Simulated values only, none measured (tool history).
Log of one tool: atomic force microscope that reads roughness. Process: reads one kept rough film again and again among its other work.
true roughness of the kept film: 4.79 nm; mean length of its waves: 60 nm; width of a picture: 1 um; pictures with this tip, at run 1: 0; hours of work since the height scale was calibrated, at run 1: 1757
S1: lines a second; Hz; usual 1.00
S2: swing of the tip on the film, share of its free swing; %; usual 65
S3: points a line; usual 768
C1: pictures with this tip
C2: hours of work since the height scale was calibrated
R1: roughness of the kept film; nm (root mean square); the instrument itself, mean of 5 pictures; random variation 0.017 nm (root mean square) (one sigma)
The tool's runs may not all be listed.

run,hour,S1,S2,S3,C1,C2,R1
1,0.0,1.00,65,768,0,1757,4.385
2,36.2,1.00,65,806,81,1781,4.347
3,100.9,1.00,65,806,226,1823,4.248
4,136.5,1.00,65,806,306,1847,4.236
# hour 155.1: new tip fitted
5,191.6,1.00,65,929,82,1882,4.314
6,225.5,0.73,86,549,158,1905,4.103
# hour 232.2: height scale calibrated on a step standard
7,262.5,0.60,75,768,238,20,4.166

Forecast run 8:
# hour 309.7: new tip fitted
8,320.1,2.94,75,598,23,57,?

R1: 3.744 nm (root mean square)
Without the tool's hidden state the same run would have given R1 3.913 nm (root mean square).

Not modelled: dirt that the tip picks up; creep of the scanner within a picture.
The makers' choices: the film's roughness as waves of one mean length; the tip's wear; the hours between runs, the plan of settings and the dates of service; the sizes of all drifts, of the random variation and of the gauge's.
